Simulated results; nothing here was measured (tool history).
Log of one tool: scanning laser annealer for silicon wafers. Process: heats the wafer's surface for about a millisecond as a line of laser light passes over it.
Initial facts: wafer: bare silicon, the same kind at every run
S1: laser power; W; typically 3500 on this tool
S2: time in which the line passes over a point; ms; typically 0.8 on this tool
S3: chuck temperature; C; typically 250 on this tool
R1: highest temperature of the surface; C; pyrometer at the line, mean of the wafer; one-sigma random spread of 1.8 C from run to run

run   hour    S1     S2   S3    R1
  1      0  3500    0.8  250   964
  2      6  3500    0.8  250   962
  3   10.2  3611    0.8  250   989
  4   19.5  3611    0.8  250   987
  5   28.6  3611    0.8  250   989
  6   36.2  3611    0.8  250   987
  7   44.4  3611    0.8  254   991
  8   51.9  3500    0.8  278   987
  9   61.4  3500    0.8  278   983
 10   66.6  3500    0.8  278   984
 11   76.4  3500    0.8  278   987
 12   86.3  3500    0.8  278   986
 13   94.5  3500    0.8  278   990
 14  104.4  3500    0.8  250   959
 15  108.5  3500    0.8  250   958
 16  112.7  3500  0.871  250   995
 17  121.5  3500  0.871  250   993
 18  130.1  3500  0.871  250   992
 19  136.7  3500  0.871  250   993
 20  142.2  3500  0.871  250   995
 21  147.4  3782  0.878  256  1073
 22  155.6  3782  0.878  256  1071
 23  162.7  2982  0.637  211   726
 24  167.2  2982  0.637  211   730
 25  172.9  3455  0.693  276   915

Run 26 is up next; what results do you expect?
 26  179.3  3500  0.671  224   ?

R1: 862 C
The same run, on a tool lacking any hidden state, would have yielded R1 882 C.
